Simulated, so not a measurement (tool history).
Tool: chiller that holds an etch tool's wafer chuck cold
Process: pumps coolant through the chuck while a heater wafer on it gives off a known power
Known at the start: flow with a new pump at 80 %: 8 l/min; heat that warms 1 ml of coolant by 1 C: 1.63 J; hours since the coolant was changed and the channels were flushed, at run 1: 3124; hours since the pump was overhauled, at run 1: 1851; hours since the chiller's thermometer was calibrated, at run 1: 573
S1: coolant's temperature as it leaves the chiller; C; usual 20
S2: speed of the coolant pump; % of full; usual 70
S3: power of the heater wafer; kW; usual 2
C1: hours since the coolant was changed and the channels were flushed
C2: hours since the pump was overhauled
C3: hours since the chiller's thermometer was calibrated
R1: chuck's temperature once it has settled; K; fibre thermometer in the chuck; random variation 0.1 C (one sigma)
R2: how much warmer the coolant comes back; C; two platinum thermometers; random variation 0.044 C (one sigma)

| run | day | S1 | S2 | S3 | C1 | C2 | C3 | R1 | R2 |
|---|---|---|---|---|---|---|---|---|---|
| 1 | 0 | 20 | 70 | 2 | 3124 | 1851 | 573 | 320.75 | 11.23 |
| 2 | 1.779 | 20 | 70 | 2 | 3167 | 1894 | 615 | 320.85 | 11.16 |
| 3 | 3.912 | 20 | 70 | 2 | 3218 | 1945 | 666 | 320.95 | 11.33 |
| 4 | 4.946 | 20 | 70 | 2 | 3243 | 1970 | 691 | 320.85 | 11.26 |
| 5 | 6.338 | 20 | 70 | 2 | 3276 | 2004 | 725 | 320.95 | 11.24 |
| 6 | 8.6 | 20 | 70 | 2 | 3330 | 2058 | 779 | 320.85 | 11.26 |
| 7 | 10.712 | 20 | 70 | 2 | 3381 | 2109 | 830 | 321.15 | 11.3 |
| 8 | 12.008 | 20 | 70 | 2 | 3412 | 2140 | 861 | 320.95 | 11.37 |
|  | 12.158 | chiller's thermometer calibrated |
| 9 | 13.958 | 23 | 70 | 2 | 3458 | 2186 | 43 | 324.05 | 11.33 |
| 10 | 15.05 | 23 | 70 | 2.018 | 3484 | 2212 | 69 | 324.25 | 11.45 |
| 11 | 16.262 | 20 | 81 | 2 | 3513 | 2241 | 99 | 317.25 | 9.58 |
| 12 | 18.346 | 18 | 81 | 2 | 3563 | 2291 | 148 | 315.75 | 9.58 |
| 13 | 20.425 | 18 | 81 | 2 | 3613 | 2341 | 198 | 315.75 | 9.62 |
| 14 | 22.162 | 22 | 70 | 2 | 3655 | 2382 | 240 | 323.45 | 11.41 |
|  | 22.796 | chiller's thermometer calibrated, once more |
| 15 | 23.175 | 20 | 70 | 2 | 3678 | 2406 | 9 | 321.55 | 11.41 |
| 16 | 24.917 | 20 | 70 | 1.602 | 3720 | 2447 | 51 | 315.95 | 9.05 |
| 17 | 26.912 | 20 | 68 | 1.111 | 3768 | 2495 | 99 | 309.45 | 6.56 |
| 18 | 29.238 | 17 | 70 | 1.622 | 3824 | 2551 | 155 | 313.25 | 9.28 |
| 19 | 30.833 | 11 | 70 | 1.61 | 3862 | 2589 | 193 | 307.15 | 9.14 |
| 20 | 32.375 | 29 | 94 | 1.541 | 3899 | 2626 | 230 | 318.75 | 6.31 |
| 21 | 33.717 | 20 | 70 | 1.166 | 3931 | 2659 | 262 | 309.75 | 6.69 |
| 22 | 35.508 | 20 | 70 | 1.166 | 3974 | 2702 | 305 | 309.85 | 6.68 |
| 23 | 36.988 | 20 | 70 | 1.19 | 4010 | 2737 | 341 | 310.15 | 6.84 |
| 24 | 38.338 | 25 | 89 | 1.19 | 4042 | 2770 | 373 | 311.85 | 5.21 |
| 25 | 39.992 | 25 | 89 | 1.19 | 4082 | 2809 | 413 | 312.05 | 5.21 |
| 26 | 41.433 | 21 | 70 | 2 | 4116 | 2844 | 447 | 322.95 | 11.47 |
| 27 | 43.1 | 21 | 70 | 2 | 4156 | 2884 | 487 | 322.85 | 11.53 |
| 28 | 44.942 | 21 | 70 | 2 | 4201 | 2928 | 531 | 323.05 | 11.56 |
| 29 | 47.096 | 21 | 70 | 1.148 | 4252 | 2980 | 583 | 310.65 | 6.56 |
| 30 | 49.083 | 16 | 63 | 2.768 | 4300 | 3027 | 631 | 333.45 | 18.02 |
| 31 | 50.621 | 16 | 96 | 1.485 | 4337 | 3064 | 668 | 305.15 | 6 |

How the hidden state differs across the entries between the runs, from the last listed run before each to the first after it:
Between runs 8 and 9: chiller's thermometer calibrated (day 12.158)
  heat passed by the chuck's channels, % of clean ones': 93.9 -> 93.8; flow at a given pump speed, % of a new pump's: 94.7 -> 94.5; coolant's true temperature over the reading, C: -0.11 -> -0.14
  measured less the result without the state, R1: +2.4 -> +2.4 K; R2: +0.6 -> +0.61 C
Between runs 14 and 15: chiller's thermometer calibrated, once more (day 22.796)
  flow at a given pump speed, % of a new pump's: 94.1 -> 94; coolant's true temperature over the reading, C: -0.16 -> 0.04
  measured less the result without the state, R1: +2.7 -> +2.8 K; R2: +0.68 -> +0.68 C

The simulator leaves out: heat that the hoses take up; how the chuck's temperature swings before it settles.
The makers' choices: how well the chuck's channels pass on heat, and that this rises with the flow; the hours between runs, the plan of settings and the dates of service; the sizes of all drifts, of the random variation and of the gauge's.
